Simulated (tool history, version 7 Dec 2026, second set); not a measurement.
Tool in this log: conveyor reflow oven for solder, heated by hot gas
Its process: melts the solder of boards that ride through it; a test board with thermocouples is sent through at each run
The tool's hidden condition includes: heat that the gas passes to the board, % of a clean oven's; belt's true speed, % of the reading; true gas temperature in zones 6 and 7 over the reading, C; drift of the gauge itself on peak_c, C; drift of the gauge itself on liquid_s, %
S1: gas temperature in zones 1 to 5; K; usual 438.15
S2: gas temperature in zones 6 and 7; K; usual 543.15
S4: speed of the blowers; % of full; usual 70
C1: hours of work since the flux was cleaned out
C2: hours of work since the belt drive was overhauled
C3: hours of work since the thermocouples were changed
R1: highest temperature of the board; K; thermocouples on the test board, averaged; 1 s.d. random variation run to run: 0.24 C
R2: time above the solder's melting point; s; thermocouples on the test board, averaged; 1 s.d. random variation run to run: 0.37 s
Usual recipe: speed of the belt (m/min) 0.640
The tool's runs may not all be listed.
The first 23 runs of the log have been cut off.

run 24 hour=536.6 | S1=424.15 S2=543.15 speed_of_the_belt_(m/min)=0.712 S4=75 | C1=141 C2=37 C3=356 | R1=518.75 R2=37.9
run 25 hour=563.9 | S1=441.15 S2=543.15 speed_of_the_belt_(m/min)=0.712 S4=75 | C1=155 C2=51 C3=370 | R1=521.55 R2=45.5
-- hour=570.8 flux residue cleaned out of gas plates and filters
run 26 hour=586.6 | S1=438.15 S2=549.15 speed_of_the_belt_(m/min)=0.592 S4=62 | C1=8 C2=60 C3=379 | R1=530.55 R2=61.2
run 27 hour=615.3 | S1=436.15 S2=543.15 speed_of_the_belt_(m/min)=0.632 S4=70 | C1=23 C2=75 C3=394 | R1=524.85 R2=53.4
run 28 hour=634.8 | S1=436.15 S2=543.15 speed_of_the_belt_(m/min)=0.632 S4=70 | C1=33 C2=85 C3=404 | R1=525.45 R2=53.5
run 29 hour=661.0 | S1=447.15 S2=543.15 speed_of_the_belt_(m/min)=0.632 S4=70 | C1=46 C2=98 C3=418 | R1=526.85 R2=58.3
run 30 hour=677.8 | S1=438.15 S2=534.15 speed_of_the_belt_(m/min)=0.572 S4=70 | C1=55 C2=107 C3=426 | R1=520.55 R2=57.3
run 31 hour=697.2 | S1=431.15 S2=539.15 speed_of_the_belt_(m/min)=0.618 S4=65 | C1=65 C2=117 C3=436 | R1=519.55 R2=47.5

Each row is a separate what-if for the run after 31, all from the same tool condition, not one after another. Results?
run A hour=732.2 | S1=444.15 S2=535.15 speed_of_the_belt_(m/min)=0.618 S4=78 | C1=83 C2=135 C3=454 | R1=? R2=?
run B hour=732.2 | S1=431.15 S2=540.15 speed_of_the_belt_(m/min)=0.519 S4=65 | C1=83 C2=135 C3=454 | R1=? R2=?
run C hour=732.2 | S1=437.15 S2=558.15 speed_of_the_belt_(m/min)=0.640 S4=52 | C1=83 C2=135 C3=454 | R1=? R2=?
run D hour=732.2 | S1=431.15 S2=552.15 speed_of_the_belt_(m/min)=0.742 S4=65 | C1=83 C2=135 C3=454 | R1=? R2=?

run=A R1=522.25 R2=54.9
run=B R1=526.65 R2=65.8
run=C R1=530.15 R2=54.9
run=D R1=522.15 R2=41.0
The same runs, with their run-to-run variation unchanged, on a tool lacking any hidden condition would have given:
run=A R1=522.15 R2=54.9
run=B R1=526.55 R2=65.6
run=C R1=530.15 R2=54.7
run=D R1=522.35 R2=41.0

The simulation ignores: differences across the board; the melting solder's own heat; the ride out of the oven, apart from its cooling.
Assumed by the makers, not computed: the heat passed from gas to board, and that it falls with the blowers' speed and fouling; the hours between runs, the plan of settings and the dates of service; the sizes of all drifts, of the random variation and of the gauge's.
